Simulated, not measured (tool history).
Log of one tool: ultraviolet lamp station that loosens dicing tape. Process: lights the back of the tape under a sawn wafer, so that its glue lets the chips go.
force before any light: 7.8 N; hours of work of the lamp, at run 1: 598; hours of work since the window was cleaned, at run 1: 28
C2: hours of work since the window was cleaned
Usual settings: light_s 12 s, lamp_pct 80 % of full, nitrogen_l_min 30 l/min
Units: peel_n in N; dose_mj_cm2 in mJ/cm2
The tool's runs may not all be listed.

run 1 hour=0 | light_s=12 lamp_pct=80 nitrogen_l_min=30 | hours_of_work_of_the_lamp=598 C2=28 | peel_n=0.45 dose_mj_cm2=512
run 2 hour=30.3 | light_s=12 lamp_pct=80 nitrogen_l_min=30 | hours_of_work_of_the_lamp=615 C2=45 | peel_n=0.482 dose_mj_cm2=505
run 3 hour=84.1 | light_s=12 lamp_pct=80 nitrogen_l_min=12 | hours_of_work_of_the_lamp=645 C2=75 | peel_n=1.047 dose_mj_cm2=493
run 4 hour=114.3 | light_s=12 lamp_pct=80 nitrogen_l_min=12 | hours_of_work_of_the_lamp=662 C2=91 | peel_n=1.062 dose_mj_cm2=486
run 5 hour=151.3 | light_s=12 lamp_pct=80 nitrogen_l_min=12 | hours_of_work_of_the_lamp=682 C2=112 | peel_n=1.114 dose_mj_cm2=486
run 6 hour=208.8 | light_s=12 lamp_pct=96 nitrogen_l_min=30 | hours_of_work_of_the_lamp=714 C2=144 | peel_n=0.359 dose_mj_cm2=569
run 7 hour=251.8 | light_s=12 lamp_pct=96 nitrogen_l_min=30 | hours_of_work_of_the_lamp=738 C2=168 | peel_n=0.375 dose_mj_cm2=565
run 8 hour=301.3 | light_s=12 lamp_pct=96 nitrogen_l_min=30 | hours_of_work_of_the_lamp=766 C2=195 | peel_n=0.388 dose_mj_cm2=552
run 9 hour=358.1 | light_s=12 lamp_pct=80 nitrogen_l_min=30 | hours_of_work_of_the_lamp=797 C2=227 | peel_n=0.589 dose_mj_cm2=444
run 10 hour=381.6 | light_s=12 lamp_pct=80 nitrogen_l_min=30 | hours_of_work_of_the_lamp=810 C2=240 | peel_n=0.621 dose_mj_cm2=448
run 11 hour=438.1 | light_s=12 lamp_pct=80 nitrogen_l_min=30 | hours_of_work_of_the_lamp=842 C2=271 | peel_n=0.623 dose_mj_cm2=437
run 12 hour=474.2 | light_s=12 lamp_pct=61 nitrogen_l_min=30 | hours_of_work_of_the_lamp=862 C2=292 | peel_n=1.09 dose_mj_cm2=329
run 13 hour=525.2 | light_s=12 lamp_pct=61 nitrogen_l_min=30 | hours_of_work_of_the_lamp=890 C2=320 | peel_n=1.122 dose_mj_cm2=327
run 14 hour=557.4 | light_s=12 lamp_pct=61 nitrogen_l_min=30 | hours_of_work_of_the_lamp=908 C2=338 | peel_n=1.126 dose_mj_cm2=324
-- hour=560.9 window cleaned of glue's vapour
run 15 hour=585.5 | light_s=9 lamp_pct=61 nitrogen_l_min=30 | hours_of_work_of_the_lamp=923 C2=14 | peel_n=2.055 dose_mj_cm2=217
run 16 hour=641.6 | light_s=12 lamp_pct=76 nitrogen_l_min=30 | hours_of_work_of_the_lamp=954 C2=45 | peel_n=0.923 dose_mj_cm2=353
run 17 hour=678.6 | light_s=12 lamp_pct=76 nitrogen_l_min=30 | hours_of_work_of_the_lamp=975 C2=65 | peel_n=0.962 dose_mj_cm2=347
run 18 hour=733.5 | light_s=12 lamp_pct=80 nitrogen_l_min=30 | hours_of_work_of_the_lamp=1006 C2=96 | peel_n=0.91 dose_mj_cm2=357
run 19 hour=759.8 | light_s=22 lamp_pct=80 nitrogen_l_min=30 | hours_of_work_of_the_lamp=1020 C2=111 | peel_n=0.299 dose_mj_cm2=647
run 20 hour=812.3 | light_s=22 lamp_pct=80 nitrogen_l_min=30 | hours_of_work_of_the_lamp=1049 C2=140 | peel_n=0.314 dose_mj_cm2=632
run 21 hour=858.8 | light_s=22 lamp_pct=80 nitrogen_l_min=30 | hours_of_work_of_the_lamp=1075 C2=166 | peel_n=0.322 dose_mj_cm2=628
run 22 hour=899.9 | light_s=18 lamp_pct=80 nitrogen_l_min=30 | hours_of_work_of_the_lamp=1098 C2=188 | peel_n=0.475 dose_mj_cm2=504
-- hour=906.5 window cleaned of glue's vapour, once more
run 23 hour=932.1 | light_s=12 lamp_pct=69 nitrogen_l_min=30 | hours_of_work_of_the_lamp=1116 C2=14 | peel_n=0.79 dose_mj_cm2=393
run 24 hour=978.1 | light_s=12 lamp_pct=69 nitrogen_l_min=30 | hours_of_work_of_the_lamp=1141 C2=40 | peel_n=0.831 dose_mj_cm2=386
run 25 hour=1021.1 | light_s=13 lamp_pct=74 nitrogen_l_min=48 | hours_of_work_of_the_lamp=1165 C2=64 | peel_n=0.426 dose_mj_cm2=441
run 26 hour=1046.7 | light_s=11 lamp_pct=67 nitrogen_l_min=30 | hours_of_work_of_the_lamp=1179 C2=78 | peel_n=1.047 dose_mj_cm2=334
run 27 hour=1103.6 | light_s=11 lamp_pct=67 nitrogen_l_min=30 | hours_of_work_of_the_lamp=1211 C2=110 | peel_n=1.085 dose_mj_cm2=325
run 28 hour=1145.5 | light_s=12 lamp_pct=93 nitrogen_l_min=28 | hours_of_work_of_the_lamp=1234 C2=133 | peel_n=0.507 dose_mj_cm2=489
run 29 hour=1181.8 | light_s=11 lamp_pct=80 nitrogen_l_min=49 | hours_of_work_of_the_lamp=1255 C2=153 | peel_n=0.6 dose_mj_cm2=380
run 30 hour=1228.1 | light_s=8 lamp_pct=61 nitrogen_l_min=28 | hours_of_work_of_the_lamp=1280 C2=179 | peel_n=2.225 dose_mj_cm2=209
run 31 hour=1278.7 | light_s=12 lamp_pct=80 nitrogen_l_min=29 | hours_of_work_of_the_lamp=1308 C2=207 | peel_n=0.784 dose_mj_cm2=395
run 32 hour=1309.5 | light_s=16 lamp_pct=68 nitrogen_l_min=9 | hours_of_work_of_the_lamp=1326 C2=224 | peel_n=1.521 dose_mj_cm2=448
run 33 hour=1347.1 | light_s=16 lamp_pct=68 nitrogen_l_min=9 | hours_of_work_of_the_lamp=1346 C2=245 | peel_n=1.515 dose_mj_cm2=443
run 34 hour=1374.9 | light_s=9 lamp_pct=68 nitrogen_l_min=9 | hours_of_work_of_the_lamp=1362 C2=260 | peel_n=3.106 dose_mj_cm2=247
run 35 hour=1411.6 | light_s=9 lamp_pct=68 nitrogen_l_min=9 | hours_of_work_of_the_lamp=1382 C2=281 | peel_n=3.041 dose_mj_cm2=243
run 36 hour=1458.9 | light_s=22 lamp_pct=83 nitrogen_l_min=13 | hours_of_work_of_the_lamp=1409 C2=307 | peel_n=0.484 dose_mj_cm2=711
run 37 hour=1491.6 | light_s=12 lamp_pct=61 nitrogen_l_min=51 | hours_of_work_of_the_lamp=1427 C2=325 | peel_n=0.975 dose_mj_cm2=282
run 38 hour=1536.6 | light_s=12 lamp_pct=61 nitrogen_l_min=14 | hours_of_work_of_the_lamp=1452 C2=350 | peel_n=2.277 dose_mj_cm2=276
run 39 hour=1578.7 | light_s=12 lamp_pct=66 nitrogen_l_min=14 | hours_of_work_of_the_lamp=1475 C2=374 | peel_n=2.193 dose_mj_cm2=293
run 40 hour=1620.6 | light_s=9 lamp_pct=90 nitrogen_l_min=51 | hours_of_work_of_the_lamp=1498 C2=397 | peel_n=0.932 dose_mj_cm2=296
run 41 hour=1654.5 | light_s=9 lamp_pct=90 nitrogen_l_min=51 | hours_of_work_of_the_lamp=1517 C2=416 | peel_n=0.925 dose_mj_cm2=297
run 42 hour=1693.2 | light_s=9 lamp_pct=90 nitrogen_l_min=51 | hours_of_work_of_the_lamp=1539 C2=437 | peel_n=0.957 dose_mj_cm2=289
run 43 hour=1720.3 | light_s=13 lamp_pct=90 nitrogen_l_min=39 | hours_of_work_of_the_lamp=1554 C2=452 | peel_n=0.596 dose_mj_cm2=412
-- hour=1733 window cleaned of glue's vapour
run 44 hour=1758.5 | light_s=13 lamp_pct=90 nitrogen_l_min=39 | hours_of_work_of_the_lamp=1575 C2=14 | peel_n=0.42 dose_mj_cm2=480

3 ways to go on from here, each from the tool as it stands after run 44. What would each give?
run A hour=1784.2 | light_s=6 lamp_pct=69 nitrogen_l_min=17 | hours_of_work_of_the_lamp=1589 C2=28 | peel_n=? dose_mj_cm2=?
run B hour=1784.2 | light_s=7 lamp_pct=90 nitrogen_l_min=39 | hours_of_work_of_the_lamp=1589 C2=28 | peel_n=? dose_mj_cm2=?
run C hour=1784.2 | light_s=20 lamp_pct=67 nitrogen_l_min=42 | hours_of_work_of_the_lamp=1589 C2=28 | peel_n=? dose_mj_cm2=?

run=A peel_n=3.419 dose_mj_cm2=168
run=B peel_n=1.419 dose_mj_cm2=254
run=C peel_n=0.318 dose_mj_cm2=550
Without the tool's hidden state the same runs would have given:
run=A peel_n=2.241 dose_mj_cm2=256
run=B peel_n=0.659 dose_mj_cm2=389
run=C peel_n=0.204 dose_mj_cm2=840
